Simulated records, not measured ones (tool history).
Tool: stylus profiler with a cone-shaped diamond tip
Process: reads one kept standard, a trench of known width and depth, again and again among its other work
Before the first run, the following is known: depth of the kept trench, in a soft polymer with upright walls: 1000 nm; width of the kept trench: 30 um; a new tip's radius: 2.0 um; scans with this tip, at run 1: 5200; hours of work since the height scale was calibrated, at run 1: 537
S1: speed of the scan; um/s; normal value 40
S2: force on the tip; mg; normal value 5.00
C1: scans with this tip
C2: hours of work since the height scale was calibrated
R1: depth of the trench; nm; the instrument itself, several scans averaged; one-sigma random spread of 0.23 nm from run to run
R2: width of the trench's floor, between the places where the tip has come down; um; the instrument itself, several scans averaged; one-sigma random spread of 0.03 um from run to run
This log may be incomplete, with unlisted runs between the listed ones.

Run 1, hour 0.0: usual settings; C1 5200; C2 537. Result: R1 1021.13 nm, R2 26.16 um.
Run 2, hour 60.9: usual settings; C1 5525; C2 571. Result: R1 1020.88 nm, R2 26.12 um.
Run 3, hour 111.0: usual settings; C1 5793; C2 598. Result: R1 1020.41 nm, R2 26.08 um.
Run 4, hour 158.6: usual settings but S1 91 um/s; C1 6048; C2 625. Result: R1 1020.94 nm, R2 25.91 um.
Run 5, hour 195.3: usual settings but S1 115 um/s; C1 6244; C2 645. Result: R1 1020.55 nm, R2 25.77 um.
Run 6, hour 228.3: usual settings but S1 115 um/s; C1 6421; C2 663. Result: R1 1020.52 nm, R2 25.76 um.
Run 7, hour 273.7: usual settings but S2 1.67 mg; C1 6664; C2 688. Result: R1 1009.27 nm, R2 25.92 um.
Run 8, hour 327.5: usual settings but S2 1.67 mg; C1 6951; C2 718. Result: R1 1009.38 nm, R2 25.91 um.
Run 9, hour 378.5: usual settings but S2 1.67 mg; C1 7224; C2 746. Result: R1 1009.56 nm, R2 25.79 um.
Run 10, hour 429.0: usual settings but S2 1.67 mg; C1 7494; C2 774. Result: R1 1009.46 nm, R2 25.89 um.
Run 11, hour 485.3: usual settings but S2 1.67 mg; C1 7795; C2 805. Result: R1 1009.21 nm, R2 25.87 um.
Run 12, hour 519.2: usual settings but S2 1.67 mg; C1 7977; C2 824. Result: R1 1009.05 nm, R2 25.85 um.
Run 13, hour 557.0: usual settings but S2 1.67 mg; C1 8179; C2 845. Result: R1 1008.93 nm, R2 25.82 um.
Run 14, hour 597.7: usual settings but S2 1.67 mg; C1 8397; C2 867. Result: R1 1009.18 nm, R2 25.84 um.
Run 15, hour 642.1: usual settings but S1 30 um/s; C1 8634; C2 892. Result: R1 1020.10 nm, R2 25.94 um.
Run 16, hour 695.3: usual settings but S1 132 um/s, S2 2.75 mg; C1 8919; C2 921. Result: R1 1012.75 nm, R2 25.43 um.
Run 17, hour 731.0: usual settings but S2 3.04 mg; C1 9109; C2 941. Result: R1 1014.35 nm, R2 25.84 um.
Run 18, hour 758.3: usual settings but S2 3.04 mg; C1 9255; C2 956. Result: R1 1014.39 nm, R2 25.81 um.
Run 19, hour 787.2: usual settings but S2 3.04 mg; C1 9410; C2 972. Result: R1 1014.01 nm, R2 25.81 um.
Run 20, hour 832.0: usual settings but S1 19 um/s, S2 3.21 mg; C1 9650; C2 997. Result: R1 1014.84 nm, R2 25.82 um.
Run 21, hour 868.7: usual settings but S1 81 um/s, S2 1.99 mg; C1 9846; C2 1017. Result: R1 1009.54 nm, R2 25.57 um.
Run 22, hour 930.5: usual settings but S1 74 um/s, S2 3.85 mg; C1 10176; C2 1051. Result: R1 1016.42 nm, R2 25.65 um.
Run 23, hour 964.1: usual settings but S1 16 um/s, S2 5.20 mg; C1 10356; C2 1070. Result: R1 1020.58 nm, R2 25.84 um.
Run 24, hour 1014.6: usual settings but S1 16 um/s, S2 5.20 mg; C1 10626; C2 1098. Result: R1 1020.41 nm, R2 25.92 um.
Run 25, hour 1054.4: usual settings but S1 24 um/s, S2 5.20 mg; C1 10839; C2 1120. Result: R1 1020.67 nm, R2 25.83 um.
Run 26, hour 1114.8: usual settings but S1 24 um/s, S2 5.20 mg; C1 11162; C2 1153. Result: R1 1020.32 nm, R2 25.84 um.
Run 27, hour 1145.4: usual settings but S1 17 um/s, S2 13.49 mg; C1 11326; C2 1170. Result: R1 1039.98 nm, R2 25.82 um.
Run 28, hour 1189.0: usual settings but S1 146 um/s; C1 11559; C2 1194. Result: R1 1019.88 nm, R2 25.42 um.
Run 29, hour 1220.8: usual settings but S1 37 um/s, S2 3.15 mg; C1 11729; C2 1212. Result: R1 1014.10 nm, R2 25.69 um.
Run 30, hour 1265.3: usual settings but S1 37 um/s, S2 3.15 mg; C1 11967; C2 1236. Result: R1 1013.50 nm, R2 25.73 um.

Forecast each of these 3 alternatives for the next run:
Run A, hour 1310.2: usual settings but S2 3.25 mg; C1 12207; C2 1261. Result: R1 ?, R2 ?.
Run B, hour 1310.2: usual settings but S1 92 um/s, S2 12.39 mg; C1 12207; C2 1261. Result: R1 ?, R2 ?.
Run C, hour 1310.2: usual settings but S1 24 um/s, S2 2.67 mg; C1 12207; C2 1261. Result: R1 ?, R2 ?.

run       R1     R2
  A  1014.33  25.68
  B  1037.60  25.69
  C  1011.89  25.70
Take away the tool's hidden state, keep each run's random variation, and the runs would have read:
run       R1     R2
  A  1016.30  26.37
  B  1039.61  26.38
  C  1013.85  26.39
